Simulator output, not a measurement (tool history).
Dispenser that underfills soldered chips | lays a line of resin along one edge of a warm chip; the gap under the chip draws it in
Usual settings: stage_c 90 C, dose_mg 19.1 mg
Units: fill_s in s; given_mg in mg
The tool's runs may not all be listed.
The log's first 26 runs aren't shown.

run,hour,stage_c,dose_mg,hours of work since the syringe was changed,hours of work since the valve was cleaned,hours of work since the stage was calibrated,fill_s,given_mg
# hour 92.2: new syringe of resin
27,93.8,102,22.0,1,28,105,10.9,21.67
28,98.7,92,18.6,5,31,109,21.7,18.31
29,102.3,97,24.7,7,34,111,21.3,24.34
30,106.7,97,24.7,10,37,115,28.1,24.26
# hour 108.4: new syringe of resin
31,110.8,76,18.9,2,40,117,37.7,18.59
32,115.5,87,23.5,5,43,121,28.3,23.08
33,117.8,98,24.2,7,45,122,20.1,23.70
34,122.0,88,17.4,10,48,125,40.4,17.03
# hour 124.4: new syringe of resin
35,125.1,88,17.4,1,50,127,19.3,16.98
36,128.6,84,16.8,3,53,130,29.3,16.42

Forecast each of these 5 alternatives for the next run:
A,131.4,102,21.8,5,55,132,?,?
B,131.4,77,19.1,5,55,132,?,?
C,131.4,101,18.8,5,55,132,?,?
D,131.4,92,20.3,5,55,132,?,?
E,131.4,86,20.2,5,55,132,?,?

run,fill_s,given_mg
A,15.1,21.23
B,46.4,18.64
C,15.8,18.35
D,23.0,19.77
E,30.6,19.71
Without the tool's hidden state the same runs would have given:
run,fill_s,given_mg
A,10.2,21.77
B,30.9,19.11
C,10.5,18.81
D,15.4,20.27
E,20.5,20.20
